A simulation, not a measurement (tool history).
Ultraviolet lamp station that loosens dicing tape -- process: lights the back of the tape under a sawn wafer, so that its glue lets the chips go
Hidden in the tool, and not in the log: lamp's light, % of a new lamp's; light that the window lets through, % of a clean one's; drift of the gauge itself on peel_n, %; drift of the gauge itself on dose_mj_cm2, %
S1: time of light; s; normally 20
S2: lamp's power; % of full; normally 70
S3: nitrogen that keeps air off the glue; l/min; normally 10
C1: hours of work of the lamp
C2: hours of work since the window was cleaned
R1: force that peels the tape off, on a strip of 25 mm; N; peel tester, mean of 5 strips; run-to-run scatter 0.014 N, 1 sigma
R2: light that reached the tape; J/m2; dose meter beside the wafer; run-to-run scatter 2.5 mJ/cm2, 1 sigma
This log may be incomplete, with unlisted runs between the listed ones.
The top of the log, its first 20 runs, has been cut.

run     day  S1  S2  S3    C1   C2     R1    R2
 21  44.612  20  70  10  1154  332  1.404  2190
 22   47.65  20  70  10  1186  364  1.511  2190
 23  50.712  20  70   4  1219  396  2.519  2120
 24  52.579  29  65   5  1239  416  1.351  2810
     54.704  -- window cleaned of glue's vapour
 25  54.971  35  72   5  1264    3   0.45  4460
 26  56.458  31  72   5  1279   19  0.619  3940
 27  58.408  23  89   4  1300   39  0.922  3610
 28  61.275  18  70  11  1330   70  1.447  2140
 29  64.296  37  71  10  1362  101   0.28  4410
 30  65.788  26  63   7  1378  117  1.145  2720
 31  67.242  20  67  10  1393  133  1.433  2220
 32  68.792  20  75  10  1410  149  1.156  2440
 33  71.296  24  70   8  1436  176  1.081  2680
 34  74.658  24  70   8  1472  211  1.132  2620
 35  76.946  24  97   8  1496  235  0.552  3560
 36  80.275  32  91   8  1531  271  0.327  4380
 37  83.071  32  91   8  1561  300  0.332  4300
 38  86.492  26  62  12  1597  336  1.163  2320
 39  89.038  26  62  12  1624  363  1.139  2290
 40  90.771  26  62  12  1642  382  1.177  2260
 41  94.117  26  96  12  1678  417   0.49  3460
     96.067  -- window cleaned of glue's vapour
 42  97.371  27  65   6  1712   14  1.156  2870
 43  99.071  19  70  10  1730   32  1.533  2130

Alternative continuations, all from the tool just after run 43; predict every row:
  A  101.883  27  70  10  1760  62   ?   ?
  B  101.883  19  70   5  1760  62   ?   ?
  C  101.883  26  70  10  1760  62   ?   ?
  D  101.883  20  77  10  1760  62   ?   ?

run     R1    R2
  A  0.736  2980
  B  2.227  2100
  C  0.796  2820
  D  1.152  2440
Take away the tool's hidden state, keep each run's random variation, and the runs would have read:
run     R1    R2
  A  0.321  4150
  B  1.209  2920
  C  0.346  3950
  D  0.527  3390

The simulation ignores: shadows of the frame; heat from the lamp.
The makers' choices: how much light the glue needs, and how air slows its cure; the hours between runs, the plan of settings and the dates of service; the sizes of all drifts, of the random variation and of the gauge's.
